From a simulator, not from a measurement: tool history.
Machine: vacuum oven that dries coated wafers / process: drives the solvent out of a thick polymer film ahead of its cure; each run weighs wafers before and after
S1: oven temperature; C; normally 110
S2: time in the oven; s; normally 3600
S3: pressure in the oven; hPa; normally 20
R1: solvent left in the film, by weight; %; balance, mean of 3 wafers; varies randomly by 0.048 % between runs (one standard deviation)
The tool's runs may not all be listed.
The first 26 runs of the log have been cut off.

run 27 hour=1851.2 | S1=98 S2=3600 S3=32.8 | R1=4.68
run 28 hour=1901.3 | S1=103 S2=2460 S3=66.1 | R1=6.79
-- hour=1945.8 oven's thermocouples calibrated
run 29 hour=1976.8 | S1=103 S2=2460 S3=66.1 | R1=6.84
run 30 hour=2030.7 | S1=103 S2=2460 S3=66.1 | R1=6.87
run 31 hour=2097.8 | S1=119 S2=4440 S3=75.1 | R1=3.46
run 32 hour=2149.2 | S1=110 S2=3600 S3=22.6 | R1=1.73
run 33 hour=2207.9 | S1=114 S2=4680 S3=20 | R1=1.08
run 34 hour=2291.1 | S1=107 S2=3600 S3=45.1 | R1=3.66

4 ways to go on from here, each from the tool as it stands after run 34. What would each give?
run A hour=2352.3 | S1=107 S2=2640 S3=55.1 | R1=?
run B hour=2352.3 | S1=119 S2=2040 S3=20 | R1=?
run C hour=2352.3 | S1=110 S2=2940 S3=20 | R1=?
run D hour=2352.3 | S1=106 S2=4200 S3=10.7 | R1=?

run=A R1=4.7
run=B R1=1.41
run=C R1=1.85
run=D R1=1.18
With the hidden condition removed and each run's random variation left untouched, the same runs would have given:
run=A R1=4.69
run=B R1=1.41
run=C R1=1.85
run=D R1=1.18

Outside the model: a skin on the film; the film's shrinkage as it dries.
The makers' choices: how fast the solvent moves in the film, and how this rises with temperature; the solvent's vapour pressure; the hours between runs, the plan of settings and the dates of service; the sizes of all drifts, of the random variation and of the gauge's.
